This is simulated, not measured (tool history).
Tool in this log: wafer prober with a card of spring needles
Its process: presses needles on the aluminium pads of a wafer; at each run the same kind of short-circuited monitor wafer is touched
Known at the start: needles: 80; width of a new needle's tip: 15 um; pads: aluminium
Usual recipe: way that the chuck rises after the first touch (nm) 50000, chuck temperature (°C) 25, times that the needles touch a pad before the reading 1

run   hour  way that the chuck rises after the first touch (nm)  chuck temperature (°C)  times that the needles touch a pad before the reading  resistance of one needle with its contact and lead (mohm)  way that a needle slides on the pad (nm)
  1      0                                                50000                      25                                                      1                                                        223                                     10520
       2.1  -- tips cleaned on abrasive film
       5.4  -- tips cleaned on abrasive film
       8.7  -- tips cleaned on abrasive film
      12.1  -- tips cleaned on abrasive film
      14.8  -- tips cleaned on abrasive film
      18.1  -- tips cleaned on abrasive film
      21.5  -- tips cleaned on abrasive film
      24.2  -- tips cleaned on abrasive film
      27.5  -- tips cleaned on abrasive film
      30.9  -- tips cleaned on abrasive film
      34.2  -- tips cleaned on abrasive film
      37.6  -- tips cleaned on abrasive film
      40.9  -- tips cleaned on abrasive film
      44.2  -- tips cleaned on abrasive film
      46.9  -- tips cleaned on abrasive film
  2     47                                                50000                      25                                                      3                                                        220                                     10500
      49.7  -- tips cleaned on abrasive film
        53  -- tips cleaned on abrasive film
      56.4  -- tips cleaned on abrasive film
      59.1  -- tips cleaned on abrasive film
      62.4  -- tips cleaned on abrasive film
      65.8  -- tips cleaned on abrasive film
      68.5  -- tips cleaned on abrasive film
      71.8  -- tips cleaned on abrasive film
      75.2  -- tips cleaned on abrasive film
      78.5  -- tips cleaned on abrasive film
      81.8  -- tips cleaned on abrasive film
      84.5  -- tips cleaned on abrasive film
      87.9  -- tips cleaned on abrasive film
  3   89.2                                                59000                      25                                                      1                                                        222                                     12520
      90.6  -- tips cleaned on abrasive film
        94  -- tips cleaned on abrasive film
      97.3  -- tips cleaned on abrasive film
     100.7  -- tips cleaned on abrasive film
       101  -- height of the first contact set anew
     104.3  -- tips cleaned on abrasive film
     107.6  -- tips cleaned on abrasive film
       111  -- tips cleaned on abrasive film
     114.3  -- tips cleaned on abrasive film
     117.7  -- tips cleaned on abrasive film
     120.4  -- tips cleaned on abrasive film
     123.7  -- tips cleaned on abrasive film
     127.1  -- tips cleaned on abrasive film
  4  128.9                                                59000                      25                                                      1                                                        221                                     12570
     130.3  -- tips cleaned on abrasive film
     133.7  -- tips cleaned on abrasive film
       137  -- tips cleaned on abrasive film
     140.4  -- tips cleaned on abrasive film
     143.7  -- tips cleaned on abrasive film
     147.1  -- tips cleaned on abrasive film
     149.7  -- tips cleaned on abrasive film
     153.1  -- tips cleaned on abrasive film
     156.4  -- tips cleaned on abrasive film
     159.8  -- tips cleaned on abrasive film
     163.1  -- tips cleaned on abrasive film
     166.5  -- tips cleaned on abrasive film
     169.8  -- tips cleaned on abrasive film
     173.2  -- tips cleaned on abrasive film
     176.5  -- tips cleaned on abrasive film
     179.9  -- tips cleaned on abrasive film
     183.2  -- tips cleaned on abrasive film
  5  184.4                                                59000                      25                                                      1                                                        217                                     12510
     186.5  -- tips cleaned on abrasive film
     189.8  -- tips cleaned on abrasive film
     193.1  -- tips cleaned on abrasive film
     196.5  -- tips cleaned on abrasive film
     199.8  -- tips cleaned on abrasive film
     203.2  -- tips cleaned on abrasive film
     206.5  -- tips cleaned on abrasive film
     209.9  -- tips cleaned on abrasive film
     213.2  -- tips cleaned on abrasive film
  6  214.4                                                50000                      25                                                      1                                                        219                                     10810
     216.4  -- tips cleaned on abrasive film
     219.7  -- tips cleaned on abrasive film
     223.1  -- tips cleaned on abrasive film
     226.4  -- tips cleaned on abrasive film
     229.1  -- tips cleaned on abrasive film
     232.5  -- tips cleaned on abrasive film
     235.8  -- tips cleaned on abrasive film
     239.2  -- tips cleaned on abrasive film
     242.5  -- tips cleaned on abrasive film
     245.9  -- tips cleaned on abrasive film
     249.2  -- tips cleaned on abrasive film
  7  250.5                                                50000                      25                                                      1                                                        219                                     10670
     251.9  -- tips cleaned on abrasive film
     254.8  -- height of the first contact set anew
     255.6  -- tips cleaned on abrasive film
     258.9  -- tips cleaned on abrasive film
     262.2  -- tips cleaned on abrasive film
     265.6  -- tips cleaned on abrasive film
     268.9  -- tips cleaned on abrasive film
     272.3  -- tips cleaned on abrasive film
       275  -- tips cleaned on abrasive film
     278.3  -- tips cleaned on abrasive film
     281.7  -- tips cleaned on abrasive film
       285  -- tips cleaned on abrasive film
     288.4  -- tips cleaned on abrasive film
     291.7  -- tips cleaned on abrasive film
       295  -- tips cleaned on abrasive film
       298  -- tips cleaned on abrasive film
  8    298                                                50000                      25                                                      1                                                        217                                     10880
     301.4  -- tips cleaned on abrasive film
     304.1  -- tips cleaned on abrasive film
     307.4  -- tips cleaned on abrasive film
     310.8  -- tips cleaned on abrasive film
     313.5  -- tips cleaned on abrasive film
     316.8  -- tips cleaned on abrasive film
     320.1  -- tips cleaned on abrasive film
     323.5  -- tips cleaned on abrasive film
     326.8  -- tips cleaned on abrasive film
  9    328                                                50000                      25                                                      1                                                        218                                     10450
       330  -- tips cleaned on abrasive film
     333.4  -- tips cleaned on abrasive film
     336.7  -- tips cleaned on abrasive film
     339.4  -- tips cleaned on abrasive film
     342.8  -- tips cleaned on abrasive film
     346.1  -- tips cleaned on abrasive film
     348.8  -- tips cleaned on abrasive film
     352.2  -- tips cleaned on abrasive film
     354.9  -- tips cleaned on abrasive film
     358.2  -- tips cleaned on abrasive film
     361.5  -- tips cleaned on abrasive film
     364.9  -- tips cleaned on abrasive film
     367.6  -- tips cleaned on abrasive film
 10  368.3                                                49000                      26                                                      3                                                        222                                     10290
     370.3  -- tips cleaned on abrasive film
     373.7  -- tips cleaned on abrasive film
       377  -- tips cleaned on abrasive film
     380.4  -- tips cleaned on abrasive film
     383.7  -- tips cleaned on abrasive film
     387.1  -- tips cleaned on abrasive film
     390.4  -- tips cleaned on abrasive film
     393.8  -- tips cleaned on abrasive film
     397.1  -- tips cleaned on abrasive film
     400.5  -- tips cleaned on abrasive film
     403.1  -- tips cleaned on abrasive film
     406.5  -- tips cleaned on abrasive film
     408.7  -- height of the first contact set anew
     409.5  -- tips cleaned on abrasive film
     412.8  -- tips cleaned on abrasive film
     416.2  -- tips cleaned on abrasive film
     418.9  -- tips cleaned on abrasive film
     422.2  -- tips cleaned on abrasive film
 11  424.6                                                50000                      99                                                      2                                                        235                                     10750
     425.4  -- tips cleaned on abrasive film
     428.1  -- tips cleaned on abrasive film
     431.4  -- tips cleaned on abrasive film
     434.8  -- tips cleaned on abrasive film
     437.5  -- tips cleaned on abrasive film
     440.8  -- tips cleaned on abrasive film
     444.2  -- tips cleaned on abrasive film
     447.5  -- tips cleaned on abrasive film
     450.2  -- tips cleaned on abrasive film
     453.5  -- tips cleaned on abrasive film
     456.2  -- tips cleaned on abrasive film
     459.6  -- tips cleaned on abrasive film
     462.3  -- tips cleaned on abrasive film
     465.6  -- tips cleaned on abrasive film
       469  -- tips cleaned on abrasive film
     471.7  -- tips cleaned on abrasive film
       475  -- tips cleaned on abrasive film
 12  477.4                                                65000                     120                                                      1                                                        241                                     13620
     478.1  -- tips cleaned on abrasive film
     480.8  -- tips cleaned on abrasive film
     484.2  -- tips cleaned on abrasive film
     487.5  -- tips cleaned on abrasive film
     490.2  -- tips cleaned on abrasive film
     493.5  -- tips cleaned on abrasive film
     496.9  -- tips cleaned on abrasive film
     500.2  -- tips cleaned on abrasive film
     502.9  -- tips cleaned on abrasive film
     506.3  -- tips cleaned on abrasive film
       509  -- tips cleaned on abrasive film
     512.3  -- tips cleaned on abrasive film
     515.7  -- tips cleaned on abrasive film
       519  -- tips cleaned on abrasive film
     522.4  -- tips cleaned on abrasive film
     525.7  -- tips cleaned on abrasive film
     528.4  -- tips cleaned on abrasive film
     531.7  -- tips cleaned on abrasive film
 13    532                                                65000                      99                                                      1                                                        237                                     13940
     534.7  -- tips cleaned on abrasive film
     538.1  -- tips cleaned on abrasive film
     541.4  -- tips cleaned on abrasive film
     544.7  -- tips cleaned on abrasive film
     548.1  -- tips cleaned on abrasive film
     550.8  -- tips cleaned on abrasive film
     554.1  -- tips cleaned on abrasive film
     557.5  -- tips cleaned on abrasive film
     560.2  -- tips cleaned on abrasive film
     563.1  -- height of the first contact set anew
     563.8  -- tips cleaned on abrasive film
     567.2  -- tips cleaned on abrasive film
     570.5  -- tips cleaned on abrasive film
 14  572.1                                                46000                      38                                                      1                                                        222                                      9950

Predict each of these 3 candidate next runs independently; none follows another, all start after run 14:
     573.5  -- tips cleaned on abrasive film
     576.8  -- tips cleaned on abrasive film
     580.2  -- tips cleaned on abrasive film
     583.5  -- tips cleaned on abrasive film
     586.2  -- tips cleaned on abrasive film
     589.5  -- tips cleaned on abrasive film
     592.2  -- tips cleaned on abrasive film
     595.6  -- tips cleaned on abrasive film
     598.9  -- tips cleaned on abrasive film
     601.6  -- tips cleaned on abrasive film
     604.3  -- tips cleaned on abrasive film
     607.7  -- tips cleaned on abrasive film
     610.4  -- tips cleaned on abrasive film
     613.4  -- tips cleaned on abrasive film
  A  613.4                                                31000                      25                                                      1                                                          ?                                         ?
     573.5  -- tips cleaned on abrasive film
     576.8  -- tips cleaned on abrasive film
     580.2  -- tips cleaned on abrasive film
     583.5  -- tips cleaned on abrasive film
     586.2  -- tips cleaned on abrasive film
     589.5  -- tips cleaned on abrasive film
     592.2  -- tips cleaned on abrasive film
     595.6  -- tips cleaned on abrasive film
     598.9  -- tips cleaned on abrasive film
     601.6  -- tips cleaned on abrasive film
     604.3  -- tips cleaned on abrasive film
     607.7  -- tips cleaned on abrasive film
     610.4  -- tips cleaned on abrasive film
     613.4  -- tips cleaned on abrasive film
  B  613.4                                                55000                      38                                                      2                                                          ?                                         ?
     573.5  -- tips cleaned on abrasive film
     576.8  -- tips cleaned on abrasive film
     580.2  -- tips cleaned on abrasive film
     583.5  -- tips cleaned on abrasive film
     586.2  -- tips cleaned on abrasive film
     589.5  -- tips cleaned on abrasive film
     592.2  -- tips cleaned on abrasive film
     595.6  -- tips cleaned on abrasive film
     598.9  -- tips cleaned on abrasive film
     601.6  -- tips cleaned on abrasive film
     604.3  -- tips cleaned on abrasive film
     607.7  -- tips cleaned on abrasive film
     610.4  -- tips cleaned on abrasive film
     613.4  -- tips cleaned on abrasive film
  C  613.4                                                46000                      38                                                      3                                                          ?                                         ?

run  resistance of one needle with its contact and lead (mohm)  way that a needle slides on the pad (nm)
  A                                                        224                                      6660
  B                                                        225                                     11690
  C                                                        224                                      9790
Without the tool's hidden state the same runs would have given:
run  resistance of one needle with its contact and lead (mohm)  way that a needle slides on the pad (nm)
  A                                                        223                                      6670
  B                                                        225                                     11690
  C                                                        224                                      9800

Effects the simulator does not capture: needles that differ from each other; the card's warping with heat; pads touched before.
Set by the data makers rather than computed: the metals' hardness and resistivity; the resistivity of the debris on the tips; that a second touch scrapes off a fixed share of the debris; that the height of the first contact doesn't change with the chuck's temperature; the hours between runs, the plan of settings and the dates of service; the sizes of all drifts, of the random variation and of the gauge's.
